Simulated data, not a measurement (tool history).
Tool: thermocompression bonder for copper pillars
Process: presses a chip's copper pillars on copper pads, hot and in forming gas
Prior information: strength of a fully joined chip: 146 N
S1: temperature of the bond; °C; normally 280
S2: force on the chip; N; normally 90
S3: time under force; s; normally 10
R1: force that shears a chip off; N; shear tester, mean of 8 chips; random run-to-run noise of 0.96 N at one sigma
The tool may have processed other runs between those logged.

{"run": 1, "hour": 0.0, "S1": 280, "S2": 90, "S3": 10, "R1": 76.5}
{"run": 2, "hour": 21.7, "S1": 280, "S2": 58, "S3": 10, "R1": 58}
{"run": 3, "hour": 51.4, "S1": 280, "S2": 58, "S3": 10, "R1": 58.2}
{"run": 4, "hour": 87.6, "S1": 280, "S2": 58, "S3": 10, "R1": 58.8}
{"run": 5, "hour": 111.3, "S1": 280, "S2": 58, "S3": 10, "R1": 57.9}
{"run": 6, "hour": 139.0, "S1": 280, "S2": 90, "S3": 8, "R1": 71.3}
{"run": 7, "hour": 165.1, "S1": 280, "S2": 90, "S3": 8, "R1": 71.8}
{"hour": 184.4, "done": "forming gas filter changed"}
{"run": 8, "hour": 184.8, "S1": 280, "S2": 90, "S3": 8, "R1": 73.4}
{"run": 9, "hour": 206.4, "S1": 280, "S2": 90, "S3": 10, "R1": 79.9}
{"run": 10, "hour": 226.9, "S1": 286, "S2": 90, "S3": 10, "R1": 84.6}
{"run": 11, "hour": 244.9, "S1": 280, "S2": 90, "S3": 12, "R1": 84.5}
{"run": 12, "hour": 271.7, "S1": 280, "S2": 90, "S3": 12, "R1": 84.8}
{"run": 13, "hour": 298.6, "S1": 285, "S2": 90, "S3": 12, "R1": 89.4}
{"run": 14, "hour": 315.8, "S1": 285, "S2": 90, "S3": 12, "R1": 87.8}
{"run": 15, "hour": 341.1, "S1": 285, "S2": 90, "S3": 12, "R1": 87.8}
{"run": 16, "hour": 361.6, "S1": 285, "S2": 90, "S3": 12, "R1": 86.5}
{"run": 17, "hour": 397.2, "S1": 285, "S2": 90, "S3": 12, "R1": 87.9}
{"run": 18, "hour": 425.9, "S1": 285, "S2": 90, "S3": 12, "R1": 87.7}
{"run": 19, "hour": 447.6, "S1": 280, "S2": 90, "S3": 10, "R1": 77.1}
{"run": 20, "hour": 480.8, "S1": 280, "S2": 90, "S3": 10, "R1": 77.3}
{"run": 21, "hour": 501.1, "S1": 276, "S2": 85, "S3": 29, "R1": 99.6}
{"run": 22, "hour": 516.4, "S1": 262, "S2": 69, "S3": 15, "R1": 61.9}
{"run": 23, "hour": 552.0, "S1": 262, "S2": 69, "S3": 15, "R1": 60.8}
{"run": 24, "hour": 570.1, "S1": 286, "S2": 104, "S3": 13, "R1": 96.4}
{"run": 25, "hour": 594.0, "S1": 272, "S2": 126, "S3": 20, "R1": 102.7}
{"run": 26, "hour": 608.6, "S1": 278, "S2": 107, "S3": 9, "R1": 80.1}
{"run": 27, "hour": 633.9, "S1": 280, "S2": 91, "S3": 30, "R1": 104.4}
{"run": 28, "hour": 657.8, "S1": 295, "S2": 56, "S3": 30, "R1": 94.8}
{"run": 29, "hour": 673.4, "S1": 295, "S2": 64, "S3": 22, "R1": 92.7}
{"run": 30, "hour": 698.3, "S1": 258, "S2": 112, "S3": 7, "R1": 60}
{"run": 31, "hour": 723.3, "S1": 254, "S2": 83, "S3": 7, "R1": 45}
{"run": 32, "hour": 748.3, "S1": 257, "S2": 62, "S3": 12, "R1": 47.2}
{"run": 33, "hour": 784.5, "S1": 269, "S2": 84, "S3": 11, "R1": 64.5}
{"run": 34, "hour": 801.0, "S1": 280, "S2": 57, "S3": 20, "R1": 72.2}
{"run": 35, "hour": 832.3, "S1": 280, "S2": 78, "S3": 14, "R1": 77.4}
{"run": 36, "hour": 858.7, "S1": 280, "S2": 87, "S3": 10, "R1": 75.2}
{"hour": 862.9, "done": "forming gas filter changed"}
{"run": 37, "hour": 875.7, "S1": 250, "S2": 81, "S3": 10, "R1": 48.5}
{"run": 38, "hour": 911.9, "S1": 250, "S2": 81, "S3": 10, "R1": 49.1}
{"run": 39, "hour": 931.1, "S1": 250, "S2": 81, "S3": 10, "R1": 49}

Hidden state or all else? Some run-to-run changes of R1, split into what the settings, what came in and random variation would give without the hidden state, and what is left for the hidden state (with any gauge scatter that isn't in both results):
Hidden state present: true temperature of the bond over the reading, C; force that reaches the chip, % of what is set; oxide that the forming gas leaves, % of the face; drift of the gauge itself on shear_n, %.
Run 7 -> 8: forming gas filter changed. R1 +1.6 N: hidden state +2.3, all else -0.7.
Run 21 -> 22: S1 276 -> 262, S2 85 -> 69, S3 29 -> 15. R1 -37.7 N: hidden state +0.8, all else -38.5.
Run 23 -> 24: S1 262 -> 286, S2 69 -> 104, S3 15 -> 13. R1 +35.6 N: hidden state -1, all else +36.6.
Run 29 -> 30: S1 295 -> 258, S2 64 -> 112, S3 22 -> 7. R1 -32.7 N: hidden state +0.6, all else -33.3.
Run 32 -> 33: S1 257 -> 269, S2 62 -> 84, S3 12 -> 11. R1 +17.3 N: hidden state -1.3, all else +18.6.
Run 36 -> 37: S1 280 -> 250, S2 87 -> 81, forming gas filter changed. R1 -26.7 N: hidden state +3.2, all else -29.9.
